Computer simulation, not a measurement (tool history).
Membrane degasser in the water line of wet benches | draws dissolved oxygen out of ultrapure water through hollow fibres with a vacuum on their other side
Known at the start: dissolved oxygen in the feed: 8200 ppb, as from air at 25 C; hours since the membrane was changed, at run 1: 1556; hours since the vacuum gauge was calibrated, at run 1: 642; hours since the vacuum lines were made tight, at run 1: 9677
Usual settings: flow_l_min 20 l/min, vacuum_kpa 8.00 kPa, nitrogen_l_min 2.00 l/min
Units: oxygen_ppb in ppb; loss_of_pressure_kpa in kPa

| run | day | flow_l_min | vacuum_kpa | nitrogen_l_min | hours since the membrane was changed | hours since the vacuum gauge was calibrated | hours since the vacuum lines were made tight | oxygen_ppb | loss_of_pressure_kpa |
|---|---|---|---|---|---|---|---|---|---|
| 1 | 0.000 | 20 | 8.00 | 2.00 | 1556 | 642 | 9677 | 173.3 | 54.75 |
| 2 | 8.833 | 20 | 8.00 | 2.00 | 1768 | 854 | 9889 | 171.2 | 55.07 |
| 3 | 16.596 | 20 | 8.00 | 2.00 | 1955 | 1040 | 10075 | 174.7 | 55.18 |
| 4 | 25.304 | 20 | 5.96 | 2.00 | 2164 | 1249 | 10284 | 125.6 | 55.56 |
| 5 | 30.067 | 20 | 8.00 | 2.00 | 2278 | 1364 | 10398 | 170.3 | 55.47 |
| 6 | 38.442 | 20 | 8.00 | 1.14 | 2479 | 1565 | 10599 | 248.8 | 55.55 |
| 7 | 45.983 | 20 | 8.00 | 1.14 | 2660 | 1746 | 10780 | 252.8 | 55.56 |
| 8 | 54.079 | 20 | 8.57 | 2.00 | 2854 | 1940 | 10975 | 187.7 | 55.17 |
| 9 | 62.358 | 20 | 8.57 | 2.00 | 3053 | 2139 | 11173 | 189.5 | 56.22 |
| 10 | 70.075 | 20 | 8.57 | 2.00 | 3238 | 2324 | 11358 | 192.4 | 55.45 |
| 11 | 78.662 | 20 | 8.57 | 2.00 | 3444 | 2530 | 11565 | 190.0 | 55.78 |
| 12 | 86.354 | 20 | 9.76 | 2.00 | 3629 | 2714 | 11749 | 219.1 | 55.83 |
| 13 | 94.912 | 20 | 9.76 | 2.00 | 3834 | 2920 | 11955 | 219.4 | 55.59 |
| 14 | 102.246 | 20 | 9.76 | 2.00 | 4010 | 3096 | 12131 | 217.7 | 55.94 |
| 15 | 107.692 | 20 | 8.00 | 4.92 | 4141 | 3227 | 12261 | 110.5 | 55.78 |
| 16 | 115.817 | 20 | 8.00 | 4.92 | 4336 | 3422 | 12456 | 111.8 | 55.42 |
| 17 | 120.300 | 13 | 19.24 | 0.92 | 4444 | 3529 | 12564 | 525.9 | 36.18 |
| 18 | 126.683 | 13 | 8.00 | 2.00 | 4597 | 3682 | 12717 | 93.4 | 36.47 |
| 19 | 136.404 | 30 | 7.71 | 5.40 | 4830 | 3916 | 12950 | 239.2 | 84.27 |
| 20 | 145.592 | 16 | 6.47 | 1.44 | 5051 | 4136 | 13171 | 123.8 | 44.91 |
| 21 | 152.854 | 16 | 19.20 | 4.51 | 5225 | 4310 | 13345 | 171.9 | 44.98 |
| 22 | 158.117 | 31 | 19.20 | 5.02 | 5351 | 4437 | 13471 | 426.8 | 87.31 |
| 23 | 164.646 | 31 | 19.20 | 5.02 | 5508 | 4594 | 13628 | 430.1 | 87.21 |
| 24 | 172.271 | 31 | 19.20 | 5.02 | 5691 | 4777 | 13811 | 425.1 | 87.44 |
| 25 | 181.238 | 28 | 5.37 | 1.34 | 5906 | 4992 | 14026 | 267.3 | 78.49 |
|  | 186.783 | seals of the vacuum lines changed |
| 26 | 188.808 | 20 | 8.00 | 5.57 | 6086 | 5171 | 49 | 108.7 | 56.50 |
| 27 | 196.925 | 14 | 9.66 | 2.63 | 6281 | 5366 | 243 | 108.2 | 39.58 |
| 28 | 204.725 | 14 | 9.66 | 2.63 | 6468 | 5553 | 431 | 105.6 | 39.43 |
|  | 210.392 | vacuum gauge calibrated |
| 29 | 210.600 | 28 | 13.53 | 2.90 | 6608 | 5 | 571 | 385.5 | 79.18 |
| 30 | 217.021 | 28 | 13.53 | 2.90 | 6762 | 159 | 725 | 376.2 | 78.68 |
| 31 | 222.888 | 20 | 8.77 | 5.85 | 6903 | 300 | 866 | 112.3 | 56.37 |
| 32 | 228.617 | 20 | 8.77 | 5.85 | 7041 | 437 | 1004 | 113.2 | 56.41 |

Measured less the same run without the tool's hidden state. The same run-to-run variation is in both; the gauge's scatter may not be:
The hidden state here: membrane still open, %; true pressure behind the membrane over the reading, kPa; air that leaks in behind the membrane, l/min; drift of the gauge itself on oxygen_ppb, %; drift of the gauge itself on loss_of_pressure_kpa, %.
| run | oxygen_ppb | loss_of_pressure_kpa |
|---|---|---|
| 1 | +4.1 | +0.33 |
| 2 | +4.6 | +0.38 |
| 3 | +5.1 | +0.42 |
| 4 | +5.2 | +0.47 |
| 5 | +5.8 | +0.50 |
| 6 | +8.2 | +0.55 |
| 7 | +8.8 | +0.59 |
| 8 | +7.3 | +0.63 |
| 9 | +7.8 | +0.68 |
| 10 | +8.4 | +0.72 |
| 11 | +8.7 | +0.76 |
| 12 | +9.5 | +0.80 |
| 13 | +10.0 | +0.85 |
| 14 | +10.3 | +0.90 |
| 15 | +7.3 | +0.93 |
| 16 | +7.6 | +0.98 |
| 17 | +14.5 | +0.65 |
| 18 | +6.3 | +0.67 |
| 19 | +16.3 | +1.65 |
| 20 | +10.6 | +0.92 |
| 21 | +7.8 | +0.95 |
| 22 | +20.1 | +1.89 |
| 23 | +20.9 | +1.96 |
| 24 | +21.3 | +2.03 |
| 25 | +27.1 | +1.89 |
| 26 | +9.9 | +1.40 |
| 27 | +6.8 | +1.02 |
| 28 | +6.9 | +1.05 |
| 29 | +15.8 | +2.15 |
| 30 | +15.9 | +2.19 |
| 31 | +8.6 | +1.59 |
| 32 | +9.1 | +1.63 |
